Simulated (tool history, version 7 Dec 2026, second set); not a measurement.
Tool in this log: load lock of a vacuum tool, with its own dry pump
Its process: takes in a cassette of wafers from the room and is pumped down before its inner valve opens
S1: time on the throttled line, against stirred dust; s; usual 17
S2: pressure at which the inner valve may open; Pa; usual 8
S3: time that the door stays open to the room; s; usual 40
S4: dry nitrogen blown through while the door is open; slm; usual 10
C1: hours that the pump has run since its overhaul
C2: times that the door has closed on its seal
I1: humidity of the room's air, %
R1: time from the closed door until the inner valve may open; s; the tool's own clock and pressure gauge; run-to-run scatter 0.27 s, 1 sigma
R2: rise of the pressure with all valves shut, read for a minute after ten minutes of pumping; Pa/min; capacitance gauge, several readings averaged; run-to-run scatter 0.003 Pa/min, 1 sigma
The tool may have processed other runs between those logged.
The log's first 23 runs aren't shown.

run 24 hour=5886.9 | S1=33 S2=9 S3=38 S4=10 | C1=17603 C2=22212 | I1=45.3 | R1=42.8 R2=0.179
run 25 hour=6168.8 | S1=33 S2=9 S3=38 S4=10 | C1=17885 C2=22589 | I1=43.5 | R1=43.2 R2=0.182
run 26 hour=6325 | S1=21 S2=7 S3=117 S4=14 | C1=18041 C2=22797 | I1=43 | R1=33.2 R2=0.217
run 27 hour=6565 | S1=20 S2=7 S3=117 S4=14 | C1=18281 C2=23117 | I1=44.4 | R1=32.6 R2=0.218
run 28 hour=6923.8 | S1=17 S2=6 S3=196 S4=6 | C1=18640 C2=23596 | I1=46.1 | R1=30.4 R2=0.289
run 29 hour=7136.1 | S1=9 S2=6 S3=196 S4=15 | C1=18852 C2=23879 | I1=48.9 | R1=24.2 R2=0.263
run 30 hour=7408.8 | S1=26 S2=11 S3=109 S4=6 | C1=19125 C2=24243 | I1=41.5 | R1=36.7 R2=0.241
run 31 hour=7605.2 | S1=26 S2=11 S3=109 S4=6 | C1=19321 C2=24505 | I1=47.6 | R1=37.1 R2=0.256
run 32 hour=7843.4 | S1=31 S2=6 S3=61 S4=8 | C1=19559 C2=24822 | I1=46.3 | R1=41.4 R2=0.222
run 33 hour=8146.9 | S1=31 S2=6 S3=61 S4=8 | C1=19863 C2=25227 | I1=46.7 | R1=41.8 R2=0.231
run 34 hour=8429.2 | S1=17 S2=8 S3=116 S4=10 | C1=20145 C2=25604 | I1=45.6 | R1=29.9 R2=0.253
run 35 hour=8626.2 | S1=14 S2=7 S3=36 S4=5 | C1=20342 C2=25867 | I1=43 | R1=28.2 R2=0.222
run 36 hour=8857 | S1=16 S2=12 S3=109 S4=9 | C1=20573 C2=26175 | I1=46.1 | R1=28.7 R2=0.258
run 37 hour=9116.5 | S1=16 S2=12 S3=109 S4=9 | C1=20832 C2=26521 | I1=49.1 | R1=28.8 R2=0.267
run 38 hour=9431.8 | S1=17 S2=11 S3=40 S4=11 | C1=21148 C2=26941 | I1=44.5 | R1=29.4 R2=0.219

Each row is a separate what-if for the run after 38, all from the same tool condition, not one after another. Results?
-- hour=9480.4 dry pump taken out, an overhauled one fitted
run A hour=9593.2 | S1=17 S2=12 S3=49 S4=11 | C1=113 C2=27149 | I1=46.1 | R1=? R2=?
-- hour=9480.4 dry pump taken out, an overhauled one fitted
run B hour=9593.2 | S1=17 S2=12 S3=85 S4=28 | C1=113 C2=27149 | I1=43.5 | R1=? R2=?
-- hour=9480.4 dry pump taken out, an overhauled one fitted
run C hour=9593.2 | S1=17 S2=11 S3=34 S4=11 | C1=113 C2=27149 | I1=45.9 | R1=? R2=?

run=A R1=26.1 R2=0.238
run=B R1=26.1 R2=0.224
run=C R1=26.8 R2=0.219
With the hidden condition removed and each run's random variation left untouched, the same runs would have given:
run=A R1=25.9 R2=0.058
run=B R1=26 R2=0.047
run=C R1=26.6 R2=0.046

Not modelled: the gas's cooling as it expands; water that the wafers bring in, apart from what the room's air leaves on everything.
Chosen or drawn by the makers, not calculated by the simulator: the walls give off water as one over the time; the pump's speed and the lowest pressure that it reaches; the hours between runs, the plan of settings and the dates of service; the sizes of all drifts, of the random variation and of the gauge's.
